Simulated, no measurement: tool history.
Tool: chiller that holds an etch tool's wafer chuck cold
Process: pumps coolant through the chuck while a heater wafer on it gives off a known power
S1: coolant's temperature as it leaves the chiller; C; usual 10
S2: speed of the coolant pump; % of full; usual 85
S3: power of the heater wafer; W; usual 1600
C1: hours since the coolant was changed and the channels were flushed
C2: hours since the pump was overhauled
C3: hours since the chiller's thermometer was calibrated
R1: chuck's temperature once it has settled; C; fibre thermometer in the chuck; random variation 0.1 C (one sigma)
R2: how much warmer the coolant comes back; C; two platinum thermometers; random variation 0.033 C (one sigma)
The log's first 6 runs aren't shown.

run 7 hour=452.1 | S1=13 S2=73 S3=808 | C1=3780 C2=1298 C3=4614 | R1=19.2 R2=2.81
run 8 hour=504.6 | S1=10 S2=85 S3=1600 | C1=3833 C2=1350 C3=4667 | R1=20.9 R2=4.81
run 9 hour=599.4 | S1=10 S2=85 S3=1600 | C1=3928 C2=1445 C3=4761 | R1=21.3 R2=4.75
run 10 hour=697.1 | S1=10 S2=85 S3=1600 | C1=4025 C2=1543 C3=4859 | R1=21.2 R2=4.76
run 11 hour=786.9 | S1=10 S2=85 S3=1600 | C1=4115 C2=1633 C3=4949 | R1=21.1 R2=4.76
run 12 hour=835.0 | S1=10 S2=85 S3=1600 | C1=4163 C2=1681 C3=4997 | R1=21.1 R2=4.81
run 13 hour=906.5 | S1=10 S2=85 S3=1600 | C1=4235 C2=1752 C3=5068 | R1=21.2 R2=4.83
run 14 hour=1000.3 | S1=10 S2=85 S3=1600 | C1=4328 C2=1846 C3=5162 | R1=21.0 R2=4.83
run 15 hour=1046.8 | S1=10 S2=85 S3=1600 | C1=4375 C2=1893 C3=5209 | R1=21.0 R2=4.80
run 16 hour=1127.3 | S1=10 S2=85 S3=1600 | C1=4455 C2=1973 C3=5289 | R1=21.1 R2=4.81
run 17 hour=1226.3 | S1=8 S2=70 S3=1600 | C1=4554 C2=2072 C3=5388 | R1=21.0 R2=5.82
run 18 hour=1319.5 | S1=18 S2=70 S3=1460 | C1=4648 C2=2165 C3=5482 | R1=30.0 R2=5.37
-- hour=1364.8 chiller's thermometer calibrated
run 19 hour=1383.4 | S1=18 S2=61 S3=2083 | C1=4711 C2=2228 C3=19 | R1=37.2 R2=8.83
run 20 hour=1474.7 | S1=16 S2=84 S3=1600 | C1=4802 C2=2319 C3=110 | R1=27.2 R2=4.77
run 21 hour=1557.5 | S1=15 S2=71 S3=1209 | C1=4885 C2=2402 C3=193 | R1=25.0 R2=4.34
run 22 hour=1625.1 | S1=15 S2=82 S3=1406 | C1=4952 C2=2470 C3=260 | R1=25.2 R2=4.39
run 23 hour=1667.1 | S1=6 S2=94 S3=1431 | C1=4994 C2=2512 C3=302 | R1=15.0 R2=3.87
run 24 hour=1721.7 | S1=6 S2=94 S3=1431 | C1=5049 C2=2566 C3=357 | R1=15.3 R2=3.87
run 25 hour=1774.1 | S1=6 S2=91 S3=1354 | C1=5101 C2=2619 C3=409 | R1=14.8 R2=3.77
run 26 hour=1858.3 | S1=6 S2=91 S3=1354 | C1=5185 C2=2703 C3=494 | R1=14.9 R2=3.79
run 27 hour=1953.9 | S1=10 S2=95 S3=1692 | C1=5281 C2=2799 C3=589 | R1=20.7 R2=4.51
run 28 hour=1995.9 | S1=17 S2=82 S3=1977 | C1=5323 C2=2841 C3=631 | R1=31.1 R2=6.18

Forecast run 29:
run 29 hour=2085.8 | S1=3 S2=85 S3=831 | C1=5413 C2=2931 C3=721 | R1=? R2=?

Run 29 gave R1 8.7 C, R2 2.51 C.
Without the tool's hidden state the same run would have given R1 8.7 C, R2 2.50 C.
